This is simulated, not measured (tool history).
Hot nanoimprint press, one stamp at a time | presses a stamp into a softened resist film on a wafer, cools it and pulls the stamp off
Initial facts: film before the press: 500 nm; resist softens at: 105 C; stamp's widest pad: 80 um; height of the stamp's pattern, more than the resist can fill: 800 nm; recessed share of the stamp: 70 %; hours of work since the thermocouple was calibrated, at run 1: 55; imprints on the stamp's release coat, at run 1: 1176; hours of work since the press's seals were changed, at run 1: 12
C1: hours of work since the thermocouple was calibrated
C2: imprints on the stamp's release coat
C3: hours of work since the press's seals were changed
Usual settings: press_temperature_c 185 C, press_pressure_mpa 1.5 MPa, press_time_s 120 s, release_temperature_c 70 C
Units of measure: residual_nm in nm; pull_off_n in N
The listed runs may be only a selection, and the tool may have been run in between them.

{"run": 1, "hour": 0.0, "press_temperature_c": 185, "press_pressure_mpa": 1.5, "press_time_s": 120, "release_temperature_c": 70, "C1": 55, "C2": 1176, "C3": 12, "residual_nm": 238.4, "pull_off_n": 189}
{"run": 2, "hour": 7.3, "press_temperature_c": 185, "press_pressure_mpa": 1.5, "press_time_s": 120, "release_temperature_c": 70, "C1": 58, "C2": 1190, "C3": 15, "residual_nm": 238.7, "pull_off_n": 188}
{"run": 3, "hour": 13.5, "press_temperature_c": 185, "press_pressure_mpa": 1.5, "press_time_s": 120, "release_temperature_c": 70, "C1": 61, "C2": 1202, "C3": 17, "residual_nm": 238.7, "pull_off_n": 187}
{"run": 4, "hour": 17.9, "press_temperature_c": 185, "press_pressure_mpa": 1.5, "press_time_s": 120, "release_temperature_c": 70, "C1": 63, "C2": 1211, "C3": 19, "residual_nm": 238.8, "pull_off_n": 189}
{"run": 5, "hour": 22.8, "press_temperature_c": 185, "press_pressure_mpa": 1.62, "press_time_s": 120, "release_temperature_c": 70, "C1": 65, "C2": 1220, "C3": 21, "residual_nm": 229.6, "pull_off_n": 192}
{"run": 6, "hour": 32.3, "press_temperature_c": 185, "press_pressure_mpa": 1.5, "press_time_s": 120, "release_temperature_c": 70, "C1": 69, "C2": 1239, "C3": 25, "residual_nm": 238.7, "pull_off_n": 197}
{"run": 7, "hour": 41.4, "press_temperature_c": 185, "press_pressure_mpa": 1.5, "press_time_s": 120, "release_temperature_c": 70, "C1": 73, "C2": 1257, "C3": 29, "residual_nm": 237.8, "pull_off_n": 194}
{"run": 8, "hour": 45.5, "press_temperature_c": 185, "press_pressure_mpa": 1, "press_time_s": 120, "release_temperature_c": 70, "C1": 75, "C2": 1265, "C3": 31, "residual_nm": 288.2, "pull_off_n": 191}
{"run": 9, "hour": 53.7, "press_temperature_c": 185, "press_pressure_mpa": 1, "press_time_s": 120, "release_temperature_c": 70, "C1": 78, "C2": 1281, "C3": 34, "residual_nm": 287.9, "pull_off_n": 186}
{"run": 10, "hour": 63.4, "press_temperature_c": 185, "press_pressure_mpa": 1, "press_time_s": 138, "release_temperature_c": 70, "C1": 82, "C2": 1300, "C3": 39, "residual_nm": 275.1, "pull_off_n": 182}
{"run": 11, "hour": 71.0, "press_temperature_c": 185, "press_pressure_mpa": 1, "press_time_s": 138, "release_temperature_c": 70, "C1": 86, "C2": 1315, "C3": 42, "residual_nm": 274.1, "pull_off_n": 198}
{"run": 12, "hour": 80.0, "press_temperature_c": 185, "press_pressure_mpa": 1.5, "press_time_s": 179, "release_temperature_c": 70, "C1": 90, "C2": 1333, "C3": 46, "residual_nm": 206.8, "pull_off_n": 191}
{"run": 13, "hour": 87.1, "press_temperature_c": 180, "press_pressure_mpa": 1.5, "press_time_s": 120, "release_temperature_c": 70, "C1": 93, "C2": 1347, "C3": 49, "residual_nm": 279.8, "pull_off_n": 195}
{"run": 14, "hour": 96.3, "press_temperature_c": 180, "press_pressure_mpa": 1.5, "press_time_s": 120, "release_temperature_c": 70, "C1": 96, "C2": 1365, "C3": 53, "residual_nm": 280.3, "pull_off_n": 197}
{"run": 15, "hour": 102.6, "press_temperature_c": 178, "press_pressure_mpa": 1.5, "press_time_s": 215, "release_temperature_c": 76, "C1": 99, "C2": 1378, "C3": 55, "residual_nm": 246.5, "pull_off_n": 185}
{"run": 16, "hour": 108.5, "press_temperature_c": 185, "press_pressure_mpa": 1.11, "press_time_s": 120, "release_temperature_c": 58, "C1": 102, "C2": 1389, "C3": 58, "residual_nm": 273.8, "pull_off_n": 216}
{"run": 17, "hour": 114.9, "press_temperature_c": 185, "press_pressure_mpa": 1.45, "press_time_s": 120, "release_temperature_c": 58, "C1": 104, "C2": 1402, "C3": 61, "residual_nm": 240.8, "pull_off_n": 231}
{"run": 18, "hour": 120.3, "press_temperature_c": 185, "press_pressure_mpa": 2.1, "press_time_s": 226, "release_temperature_c": 58, "C1": 107, "C2": 1412, "C3": 63, "residual_nm": 158.2, "pull_off_n": 222}
{"run": 19, "hour": 128.5, "press_temperature_c": 185, "press_pressure_mpa": 0.99, "press_time_s": 109, "release_temperature_c": 67, "C1": 110, "C2": 1428, "C3": 66, "residual_nm": 295, "pull_off_n": 204}
{"run": 20, "hour": 135.3, "press_temperature_c": 182, "press_pressure_mpa": 2.28, "press_time_s": 109, "release_temperature_c": 67, "C1": 113, "C2": 1442, "C3": 69, "residual_nm": 220.8, "pull_off_n": 214}
{"run": 21, "hour": 143.9, "press_temperature_c": 182, "press_pressure_mpa": 2.28, "press_time_s": 127, "release_temperature_c": 56, "C1": 117, "C2": 1459, "C3": 73, "residual_nm": 209.1, "pull_off_n": 226}
{"run": 22, "hour": 152.7, "press_temperature_c": 182, "press_pressure_mpa": 2.28, "press_time_s": 127, "release_temperature_c": 56, "C1": 121, "C2": 1476, "C3": 77, "residual_nm": 209.2, "pull_off_n": 227}
{"run": 23, "hour": 157.7, "press_temperature_c": 182, "press_pressure_mpa": 1.98, "press_time_s": 67, "release_temperature_c": 56, "C1": 123, "C2": 1486, "C3": 79, "residual_nm": 277.8, "pull_off_n": 239}
{"run": 24, "hour": 167.2, "press_temperature_c": 184, "press_pressure_mpa": 1.5, "press_time_s": 120, "release_temperature_c": 69, "C1": 127, "C2": 1505, "C3": 83, "residual_nm": 245.3, "pull_off_n": 201}
{"run": 25, "hour": 175.8, "press_temperature_c": 184, "press_pressure_mpa": 1.5, "press_time_s": 120, "release_temperature_c": 69, "C1": 130, "C2": 1522, "C3": 87, "residual_nm": 245.7, "pull_off_n": 202}
{"run": 26, "hour": 181.7, "press_temperature_c": 185, "press_pressure_mpa": 1.36, "press_time_s": 120, "release_temperature_c": 70, "C1": 133, "C2": 1533, "C3": 89, "residual_nm": 248.8, "pull_off_n": 215}
{"run": 27, "hour": 187.0, "press_temperature_c": 185, "press_pressure_mpa": 1.5, "press_time_s": 120, "release_temperature_c": 59, "C1": 135, "C2": 1544, "C3": 91, "residual_nm": 236.4, "pull_off_n": 227}
{"run": 28, "hour": 195.0, "press_temperature_c": 185, "press_pressure_mpa": 1.5, "press_time_s": 120, "release_temperature_c": 59, "C1": 139, "C2": 1559, "C3": 95, "residual_nm": 236.7, "pull_off_n": 224}

3 ways to go on from here, each from the tool as it stands after run 28. What would each give?
{"run": "A", "hour": 204.2, "press_temperature_c": 185, "press_pressure_mpa": 1.5, "press_time_s": 195, "release_temperature_c": 77, "C1": 143, "C2": 1577, "C3": 99, "residual_nm": "?", "pull_off_n": "?"}
{"run": "B", "hour": 204.2, "press_temperature_c": 192, "press_pressure_mpa": 1.5, "press_time_s": 120, "release_temperature_c": 70, "C1": 143, "C2": 1577, "C3": 99, "residual_nm": "?", "pull_off_n": "?"}
{"run": "C", "hour": 204.2, "press_temperature_c": 196, "press_pressure_mpa": 1.5, "press_time_s": 87, "release_temperature_c": 70, "C1": 143, "C2": 1577, "C3": 99, "residual_nm": "?", "pull_off_n": "?"}

run=A residual_nm=199.6 pull_off_n=192
run=B residual_nm=188.2 pull_off_n=213
run=C residual_nm=187.5 pull_off_n=195
Without the tool's unlogged condition, the same runs would have read:
run=A residual_nm=202.5 pull_off_n=125
run=B residual_nm=190.6 pull_off_n=139
run=C residual_nm=189.7 pull_off_n=127
